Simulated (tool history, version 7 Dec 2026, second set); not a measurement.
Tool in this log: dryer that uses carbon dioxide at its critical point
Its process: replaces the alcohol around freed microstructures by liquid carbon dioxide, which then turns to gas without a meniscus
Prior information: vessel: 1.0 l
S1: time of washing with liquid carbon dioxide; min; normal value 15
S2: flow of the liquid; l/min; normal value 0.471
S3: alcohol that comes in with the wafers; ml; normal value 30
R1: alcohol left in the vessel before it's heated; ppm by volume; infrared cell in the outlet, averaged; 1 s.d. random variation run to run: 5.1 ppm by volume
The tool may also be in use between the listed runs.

run	day	S1	S2	S3	R1
1	0	15	0.471	30	130
2	1.396	15	0.471	30	131
3	2.404	15	0.471	30	140
4	3.479	15	0.471	30	144
5	4.062	15	0.471	30	148
6	5.462	15	0.471	30	143
7	6.733	15	0.471	30	161
8	8.125	15	0.471	30	150
9	8.879	15	0.471	30	169
10	10.179	15	0.471	30	165
11	10.788	15	0.471	83	352
12	11.375	15	0.471	83	368
13	12.471	15	0.471	30	163
14	13.525	15	0.471	30	176
15	14.3	15	0.471	30	172
16	15.733	15	0.471	70	336
17	16.867	15	0.471	70	350
18	17.471	15	0.471	118	566
19	18.358	15	0.471	30	187
20	19.758	15	0.471	30	197
21	20.888	15	0.471	30	187
22	22.225	15	0.471	30	187
23	23.392	15	0.471	30	206
24	24.833	14	0.284	86	4894
25	25.517	14	0.284	51	3069
26	26.183	14	0.284	51	3021
27	27.033	9	0.407	39	2650
28	28.417	23	0.357	21	125
29	29.388	12	0.498	33	454
30	30.108	15	0.419	26	334
31	30.938	24	0.309	71	431
32	31.858	16	0.309	31	996
33	32.742	16	0.445	44	320
34	34.142	16	0.445	44	327
35	34.738	10	0.293	44	5811
36	35.35	18	0.329	82	1320
37	36.283	18	0.725	38	75
# day 36.738: inlet filter changed
38	37.321	16	0.471	55	146
39	38.471	12	0.48	52	445
40	39.725	15	0.323	22	451
41	40.596	19	0.358	21	137
42	41.408	19	0.358	21	143
43	42.567	15	0.441	82	382
44	43.967	12	0.577	82	304
45	44.9	18	0.416	34	143
46	45.871	18	0.499	34	93

Difference, measured minus no-hidden-state, one row per run. Run-to-run variation is common to both terms; the gauge's own scatter need not be:
Unlogged tool condition in this case: flow that reaches the vessel past the clogged filter, %; alcohol in the recycled carbon dioxide, ppm; drift of the gauge itself on alcohol_ppm, %.
run	R1
1	+64
2	+67
3	+69
4	+72
5	+75
6	+75
7	+81
8	+83
9	+86
10	+93
11	+177
12	+185
13	+97
14	+104
15	+104
16	+186
17	+195
18	+304
19	+118
20	+122
21	+123
22	+128
23	+136
24	+1800
25	+1157
26	+1151
27	+988
28	+93
29	+271
30	+209
31	+288
32	+505
33	+222
34	+227
35	+1987
36	+780
37	+69
38	+69
39	+89
40	+90
41	+77
42	+78
43	+113
44	+109
45	+86
46	+79

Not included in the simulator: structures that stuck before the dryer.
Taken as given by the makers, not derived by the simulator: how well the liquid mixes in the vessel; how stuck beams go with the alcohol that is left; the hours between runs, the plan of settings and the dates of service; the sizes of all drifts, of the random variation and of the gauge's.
